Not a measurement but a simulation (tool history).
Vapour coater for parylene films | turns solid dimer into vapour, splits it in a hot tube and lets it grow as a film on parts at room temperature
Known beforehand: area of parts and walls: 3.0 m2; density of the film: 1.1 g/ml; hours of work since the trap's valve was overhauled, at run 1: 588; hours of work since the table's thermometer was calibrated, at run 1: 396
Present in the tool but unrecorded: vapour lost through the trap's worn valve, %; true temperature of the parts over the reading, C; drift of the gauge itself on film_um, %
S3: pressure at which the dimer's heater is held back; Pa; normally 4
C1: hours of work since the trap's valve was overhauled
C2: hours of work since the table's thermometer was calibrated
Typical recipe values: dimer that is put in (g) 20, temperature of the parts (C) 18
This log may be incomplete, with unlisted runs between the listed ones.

Run 1, hour 0: usual settings; C1 588; C2 396. Result: thickness of the film (nm) 4200.
Run 2, hour 14.5: usual settings; C1 596; C2 405. Result: thickness of the film (nm) 4190.
Run 3, hour 37: usual settings; C1 610; C2 418. Result: thickness of the film (nm) 4190.
Run 4, hour 51: usual settings but S3 8.14 Pa; C1 618; C2 426. Result: thickness of the film (nm) 3910.
Run 5, hour 70.3: usual settings but S3 8.14 Pa; C1 629; C2 438. Result: thickness of the film (nm) 3940.
Run 6, hour 89.8: usual settings but temperature of the parts (C) 24; C1 641; C2 449. Result: thickness of the film (nm) 3340.
At hour 104.6: trap's valve overhauled.
Run 7, hour 112.7: usual settings but S3 3.86 Pa; C1 5; C2 460. Result: thickness of the film (nm) 4690.
Run 8, hour 133.5: usual settings but S3 3.86 Pa; C1 17; C2 473. Result: thickness of the film (nm) 4720.
Run 9, hour 151.4: usual settings; C1 28; C2 483. Result: thickness of the film (nm) 4730.
Run 10, hour 166.2: usual settings; C1 36; C2 492. Result: thickness of the film (nm) 4670.
Run 11, hour 179.4: usual settings but dimer that is put in (g) 22, temperature of the parts (C) 13, S3 7.89 Pa; C1 44; C2 499. Result: thickness of the film (nm) 5790.
Run 12, hour 193: usual settings but dimer that is put in (g) 31, temperature of the parts (C) 15, S3 3.31 Pa; C1 52; C2 507. Result: thickness of the film (nm) 8210.
Run 13, hour 223.1: usual settings but dimer that is put in (g) 31, temperature of the parts (C) 12, S3 8.37 Pa; C1 70; C2 525. Result: thickness of the film (nm) 8440.
Run 14, hour 245.5: usual settings but dimer that is put in (g) 31, temperature of the parts (C) 12, S3 8.37 Pa; C1 83; C2 538. Result: thickness of the film (nm) 8460.
Run 15, hour 267.5: usual settings but dimer that is put in (g) 22, S3 5.97 Pa; C1 96; C2 551. Result: thickness of the film (nm) 4970.
Run 16, hour 282: usual settings but dimer that is put in (g) 10, temperature of the parts (C) 17; C1 104; C2 560. Result: thickness of the film (nm) 2390.
Run 17, hour 310.9: usual settings but dimer that is put in (g) 15, temperature of the parts (C) 13; C1 121; C2 577. Result: thickness of the film (nm) 4150.
Run 18, hour 334.2: usual settings but dimer that is put in (g) 15, temperature of the parts (C) 13, S3 4.19 Pa; C1 135; C2 590. Result: thickness of the film (nm) 4170.

Below are 4 alternative next runs, each starting from the tool's condition after run 18. Predict each:
Run A, hour 350.2: usual settings but dimer that is put in (g) 13, temperature of the parts (C) 24, S3 2.1 Pa; C1 144; C2 600. Result: thickness of the film (nm) ?.
Run B, hour 350.2: usual settings but dimer that is put in (g) 12, temperature of the parts (C) 11, S3 5.57 Pa; C1 144; C2 600. Result: thickness of the film (nm) ?.
Run C, hour 350.2: usual settings but dimer that is put in (g) 23, temperature of the parts (C) 13, S3 4.19 Pa; C1 144; C2 600. Result: thickness of the film (nm) ?.
Run D, hour 350.2: usual settings but dimer that is put in (g) 24, temperature of the parts (C) 21; C1 144; C2 600. Result: thickness of the film (nm) ?.

run  thickness of the film (nm)
  A                        2520
  B                        3440
  C                        6390
  D                        4940
The same runs, with their run-to-run variation unchanged, on a tool lacking any hidden condition would have given:
run  thickness of the film (nm)
  A                        2540
  B                        3480
  C                        6450
  D                        4980

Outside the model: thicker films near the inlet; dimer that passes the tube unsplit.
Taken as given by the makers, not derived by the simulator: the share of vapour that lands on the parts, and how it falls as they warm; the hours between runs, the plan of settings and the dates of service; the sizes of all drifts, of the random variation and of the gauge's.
